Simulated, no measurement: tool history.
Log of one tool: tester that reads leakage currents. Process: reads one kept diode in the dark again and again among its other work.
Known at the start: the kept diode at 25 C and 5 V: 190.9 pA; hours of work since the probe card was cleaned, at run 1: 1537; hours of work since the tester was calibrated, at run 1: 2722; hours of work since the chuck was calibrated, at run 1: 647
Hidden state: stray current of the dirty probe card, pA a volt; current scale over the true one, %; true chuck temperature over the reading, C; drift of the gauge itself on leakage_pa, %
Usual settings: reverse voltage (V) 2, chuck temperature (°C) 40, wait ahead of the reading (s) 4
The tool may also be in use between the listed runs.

run,hour,reverse voltage (V),chuck temperature (°C),wait ahead of the reading (s),hours of work since the probe card was cleaned,hours of work since the tester was calibrated,hours of work since the chuck was calibrated,current that the tester gives (pA)
1,0,2,40,4,1537,2722,647,360.38
2,180.9,2,40,1.27,1654,2839,764,354.26
3,338.2,2,40,1.27,1756,2941,865,349.03
4,543.1,2,28,4,1889,3073,998,139.28
# hour 674.7: chuck's temperature calibrated
5,683.6,2,28,4,1978,3163,6,157.83
6,830.7,2,28,4,2073,3258,101,156.59
7,994.7,2,28,4,2179,3364,207,154.91
8,1223.5,2,40,4,2327,3512,355,374.37
9,1364.3,2,40,4,2418,3603,446,372.91
10,1468.2,2,40,4,2486,3670,513,367.6
11,1656.5,2,40,4,2607,3792,635,365.14
12,1819.2,2,40,4,2712,3897,740,360.62
13,2038.6,5.19,46,4.5,2854,4039,882,874.34
14,2153,2,30,2.44,2928,4113,956,166.82
# hour 2367.8: chuck's temperature calibrated
15,2372,7.14,59,3,3069,4253,3,2702.81
# hour 2387.5: probe card cleaned and baked
16,2606.8,7.14,23,0.4,142,4403,153,198.53
17,2747.6,7.14,23,0.4,233,4494,244,197.41
18,2904.2,7.14,23,0.4,334,4595,345,194.91
19,3044.9,16.82,58,0.57,425,4686,436,3708.99
20,3202.2,2,21,4,527,4788,538,84.73
21,3306.1,2,21,4,594,4855,605,84.19

Hidden state or all else? Some run-to-run changes of current that the tester gives (pA), split into what the settings, what came in and random variation would give without the hidden state, and what is left for the hidden state (with any gauge scatter that isn't in both results):
Run 14 -> 15: reverse voltage (V) 2 -> 7.14, chuck temperature (°C) 30 -> 59, wait ahead of the reading (s) 2.44 -> 3, chuck's temperature calibrated. current that the tester gives (pA) +2535.99: hidden state +84.68, all else +2451.31.
Run 15 -> 16: chuck temperature (°C) 59 -> 23, wait ahead of the reading (s) 3 -> 0.4, probe card cleaned and baked. current that the tester gives (pA) -2504.28: hidden state -69.7, all else -2434.58.
Run 18 -> 19: reverse voltage (V) 7.14 -> 16.82, chuck temperature (°C) 23 -> 58, wait ahead of the reading (s) 0.4 -> 0.57. current that the tester gives (pA) +3514.08: hidden state -61.7, all else +3575.78.
Run 19 -> 20: reverse voltage (V) 16.82 -> 2, chuck temperature (°C) 58 -> 21, wait ahead of the reading (s) 0.57 -> 4. current that the tester gives (pA) -3624.26: hidden state +60.79, all else -3685.05.
